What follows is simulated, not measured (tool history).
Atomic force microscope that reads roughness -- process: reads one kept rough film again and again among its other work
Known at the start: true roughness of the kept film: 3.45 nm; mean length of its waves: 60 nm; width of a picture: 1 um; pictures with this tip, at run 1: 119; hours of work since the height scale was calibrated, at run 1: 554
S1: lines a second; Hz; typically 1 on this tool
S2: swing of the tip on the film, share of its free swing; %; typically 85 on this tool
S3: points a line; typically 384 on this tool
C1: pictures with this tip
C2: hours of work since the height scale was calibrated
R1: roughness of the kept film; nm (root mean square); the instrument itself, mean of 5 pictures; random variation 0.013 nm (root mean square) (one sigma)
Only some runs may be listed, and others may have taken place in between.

run 1 hour=0 | S1=1 S2=85 S3=384 | C1=119 C2=554 | R1=3.026
run 2 hour=40.2 | S1=1 S2=85 S3=662 | C1=173 C2=579 | R1=3.013
run 3 hour=72.6 | S1=1 S2=85 S3=662 | C1=216 C2=599 | R1=3.037
run 4 hour=113.7 | S1=1 S2=85 S3=662 | C1=271 C2=624 | R1=3.003
-- hour=155.3 new tip fitted
run 5 hour=167.6 | S1=1 S2=85 S3=384 | C1=17 C2=657 | R1=3.032
run 6 hour=215.2 | S1=1 S2=85 S3=384 | C1=80 C2=687 | R1=3.008
run 7 hour=249.8 | S1=1 S2=85 S3=626 | C1=127 C2=708 | R1=3.04
run 8 hour=285.2 | S1=1 S2=62 S3=384 | C1=174 C2=730 | R1=3.259
run 9 hour=343.1 | S1=2.81 S2=62 S3=384 | C1=252 C2=766 | R1=3.097
run 10 hour=384.6 | S1=2.81 S2=62 S3=384 | C1=307 C2=791 | R1=3.07
-- hour=403.4 new tip fitted
run 11 hour=438.4 | S1=2.81 S2=62 S3=384 | C1=47 C2=824 | R1=3.094
run 12 hour=479.9 | S1=2.81 S2=85 S3=384 | C1=102 C2=850 | R1=2.536
run 13 hour=507.7 | S1=2.81 S2=85 S3=384 | C1=140 C2=867 | R1=2.51
run 14 hour=570.3 | S1=1 S2=85 S3=384 | C1=223 C2=906 | R1=2.989
run 15 hour=614.5 | S1=1 S2=85 S3=384 | C1=283 C2=933 | R1=3.035
-- hour=649.3 new tip fitted
run 16 hour=676.1 | S1=1 S2=85 S3=384 | C1=36 C2=971 | R1=3.002
run 17 hour=712.3 | S1=1 S2=85 S3=384 | C1=84 C2=993 | R1=3.006
run 18 hour=775.6 | S1=1 S2=87 S3=384 | C1=169 C2=1033 | R1=2.986
run 19 hour=822.6 | S1=1 S2=87 S3=384 | C1=232 C2=1062 | R1=2.985
run 20 hour=857.2 | S1=1 S2=82 S3=384 | C1=278 C2=1083 | R1=3.037
-- hour=895.8 new tip fitted
run 21 hour=895.8 | S1=1 S2=82 S3=384 | C1=0 C2=1107 | R1=3.083
run 22 hour=945 | S1=1 S2=82 S3=384 | C1=66 C2=1137 | R1=3.047
run 23 hour=1000.9 | S1=1.3 S2=85 S3=384 | C1=141 C2=1172 | R1=2.943
run 24 hour=1053.7 | S1=1.3 S2=85 S3=384 | C1=212 C2=1204 | R1=2.908
run 25 hour=1080.7 | S1=1.3 S2=85 S3=384 | C1=248 C2=1221 | R1=2.921
run 26 hour=1111 | S1=0.97 S2=69 S3=786 | C1=288 C2=1240 | R1=3.196
-- hour=1140.3 new tip fitted
run 27 hour=1160.9 | S1=2.47 S2=67 S3=384 | C1=28 C2=1270 | R1=3.031
run 28 hour=1196.9 | S1=2.01 S2=66 S3=816 | C1=76 C2=1293 | R1=3.121
run 29 hour=1231.8 | S1=2.01 S2=66 S3=816 | C1=123 C2=1314 | R1=3.114
run 30 hour=1290.2 | S1=2.01 S2=66 S3=816 | C1=201 C2=1350 | R1=3.098
run 31 hour=1326.7 | S1=3.51 S2=85 S3=600 | C1=250 C2=1373 | R1=2.369
run 32 hour=1361.3 | S1=1 S2=75 S3=471 | C1=296 C2=1394 | R1=3.146
-- hour=1389.5 new tip fitted
run 33 hour=1419.5 | S1=0.81 S2=76 S3=384 | C1=40 C2=1430 | R1=3.175
run 34 hour=1454.4 | S1=0.81 S2=60 S3=379 | C1=87 C2=1452 | R1=3.31
run 35 hour=1497.9 | S1=0.76 S2=89 S3=870 | C1=145 C2=1479 | R1=3.037
run 36 hour=1532.1 | S1=2.34 S2=84 S3=991 | C1=191 C2=1500 | R1=2.682
run 37 hour=1569.9 | S1=2.15 S2=85 S3=327 | C1=242 C2=1523 | R1=2.694
run 38 hour=1605.4 | S1=1.93 S2=66 S3=976 | C1=289 C2=1545 | R1=3.117
-- hour=1633.9 new tip fitted
run 39 hour=1651.2 | S1=1.93 S2=66 S3=976 | C1=23 C2=1573 | R1=3.098
run 40 hour=1685.2 | S1=0.77 S2=59 S3=721 | C1=69 C2=1594 | R1=3.313
run 41 hour=1744.8 | S1=0.77 S2=59 S3=721 | C1=148 C2=1631 | R1=3.298
run 42 hour=1780.1 | S1=0.77 S2=70 S3=721 | C1=196 C2=1653 | R1=3.248
run 43 hour=1807.3 | S1=0.77 S2=58 S3=415 | C1=232 C2=1670 | R1=3.294
run 44 hour=1861.4 | S1=1.81 S2=77 S3=316 | C1=305 C2=1703 | R1=2.94

Each row is a separate what-if for the run after 44, all from the same tool condition, not one after another. Results?
-- hour=1878 new tip fitted
run A hour=1918.2 | S1=2.18 S2=57 S3=322 | C1=54 C2=1738 | R1=?
-- hour=1878 new tip fitted
run B hour=1918.2 | S1=0.88 S2=58 S3=370 | C1=54 C2=1738 | R1=?
-- hour=1878 new tip fitted
run C hour=1918.2 | S1=0.9 S2=82 S3=923 | C1=54 C2=1738 | R1=?

run=A R1=3.204
run=B R1=3.32
run=C R1=3.102
What these runs would have given with no unlogged condition in the tool:
run=A R1=3.203
run=B R1=3.319
run=C R1=3.102
